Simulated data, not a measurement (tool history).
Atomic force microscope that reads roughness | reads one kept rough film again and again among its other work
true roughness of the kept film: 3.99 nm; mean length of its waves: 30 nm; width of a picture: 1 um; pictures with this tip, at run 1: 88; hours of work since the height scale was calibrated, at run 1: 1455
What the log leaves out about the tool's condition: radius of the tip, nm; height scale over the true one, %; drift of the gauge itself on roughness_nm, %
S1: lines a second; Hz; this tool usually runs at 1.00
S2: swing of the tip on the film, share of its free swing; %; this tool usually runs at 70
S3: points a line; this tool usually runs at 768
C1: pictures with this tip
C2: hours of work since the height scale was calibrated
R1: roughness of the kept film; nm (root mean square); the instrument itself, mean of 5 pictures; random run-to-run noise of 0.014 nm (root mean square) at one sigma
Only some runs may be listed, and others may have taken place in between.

run 1 hour=0.0 | S1=1.00 S2=70 S3=768 | C1=88 C2=1455 | R1=2.981
run 2 hour=73.8 | S1=1.00 S2=70 S3=768 | C1=248 C2=1506 | R1=2.528
-- hour=127.4 new tip fitted
run 3 hour=149.4 | S1=1.00 S2=70 S3=666 | C1=48 C2=1558 | R1=3.125
run 4 hour=202.4 | S1=1.00 S2=70 S3=666 | C1=164 C2=1595 | R1=2.750
run 5 hour=253.0 | S1=1.00 S2=70 S3=666 | C1=274 C2=1630 | R1=2.492
-- hour=297.9 new tip fitted
run 6 hour=319.4 | S1=1.00 S2=56 S3=768 | C1=46 C2=1675 | R1=3.183
run 7 hour=384.5 | S1=2.06 S2=73 S3=768 | C1=188 C2=1720 | R1=2.523

Run 8, settings as shown, results not yet in. Your forecast:
run 8 hour=442.7 | S1=1.97 S2=74 S3=526 | C1=315 C2=1761 | R1=?

R1: 2.231 nm (root mean square)
On a tool with no hidden condition, and with the same random variation, this run would have come out at R1 3.066 nm (root mean square).
